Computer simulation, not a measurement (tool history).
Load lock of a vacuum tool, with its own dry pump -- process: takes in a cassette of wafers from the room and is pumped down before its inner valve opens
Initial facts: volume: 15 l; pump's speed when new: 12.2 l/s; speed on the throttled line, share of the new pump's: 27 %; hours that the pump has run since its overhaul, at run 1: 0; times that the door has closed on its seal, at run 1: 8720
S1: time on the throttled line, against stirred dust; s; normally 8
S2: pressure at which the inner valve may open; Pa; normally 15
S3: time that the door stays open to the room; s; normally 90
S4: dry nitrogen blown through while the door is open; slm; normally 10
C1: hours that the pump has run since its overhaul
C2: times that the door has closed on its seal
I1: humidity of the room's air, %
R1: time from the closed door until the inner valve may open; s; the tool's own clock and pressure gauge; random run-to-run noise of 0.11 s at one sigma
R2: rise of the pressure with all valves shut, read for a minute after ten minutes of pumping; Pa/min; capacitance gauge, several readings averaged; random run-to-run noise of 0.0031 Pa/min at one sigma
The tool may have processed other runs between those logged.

Run 1, hour 0.0: usual settings; C1 0; C2 8720; I1 45.7. Result: R1 16.9 s, R2 0.106 Pa/min.
Run 2, hour 297.5: usual settings; C1 298; C2 9025; I1 47.2. Result: R1 16.9 s, R2 0.106 Pa/min.
Run 3, hour 708.2: usual settings; C1 708; C2 9446; I1 42.2. Result: R1 16.6 s, R2 0.106 Pa/min.
Run 4, hour 1004.0: usual settings but S3 59 s; C1 1004; C2 9750; I1 49.7. Result: R1 16.8 s, R2 0.109 Pa/min.
Run 5, hour 1350.1: usual settings but S3 59 s; C1 1350; C2 10105; I1 45.0. Result: R1 16.9 s, R2 0.108 Pa/min.
Run 6, hour 1762.6: usual settings but S3 26 s; C1 1763; C2 10528; I1 44.9. Result: R1 16.7 s, R2 0.096 Pa/min.
Run 7, hour 2264.6: usual settings; C1 2265; C2 11043; I1 45.4. Result: R1 17.0 s, R2 0.121 Pa/min.
Run 8, hour 2846.2: usual settings but S4 6 slm; C1 2846; C2 11639; I1 47.1. Result: R1 17.2 s, R2 0.132 Pa/min.
Run 9, hour 3151.4: usual settings but S4 6 slm; C1 3151; C2 11952; I1 43.1. Result: R1 17.2 s, R2 0.125 Pa/min.
Run 10, hour 3670.8: usual settings but S2 25 Pa; C1 3671; C2 12485; I1 42.0. Result: R1 16.3 s, R2 0.125 Pa/min.
Run 11, hour 4300.6: usual settings but S4 29 slm; C1 4301; C2 13131; I1 44.7. Result: R1 17.1 s, R2 0.117 Pa/min.
Run 12, hour 4609.8: usual settings but S3 191 s, S4 41 slm; C1 4610; C2 13448; I1 43.8. Result: R1 17.3 s, R2 0.122 Pa/min.
Run 13, hour 5256.8: usual settings but S1 12 s, S2 27 Pa, S3 191 s, S4 41 slm; C1 5257; C2 14111; I1 47.4. Result: R1 19.3 s, R2 0.118 Pa/min.
Run 14, hour 5811.7: usual settings but S2 13 Pa, S4 14 slm; C1 5812; C2 14680; I1 45.6. Result: R1 17.4 s, R2 0.137 Pa/min.
Run 15, hour 6327.9: usual settings but S2 13 Pa, S4 14 slm; C1 6328; C2 15210; I1 47.6. Result: R1 17.5 s, R2 0.140 Pa/min.

Expected results for the next run?
Run 16, hour 6772.1: usual settings but S2 13 Pa, S4 14 slm; C1 6772; C2 15665; I1 46.1. Result: R1 ?, R2 ?.

Run 16 produced R1 17.7 s, R2 0.139 Pa/min.
Take away the tool's hidden state, keep the run-to-run variation as it was, and the same run would have given R1 17.1 s, R2 0.066 Pa/min.
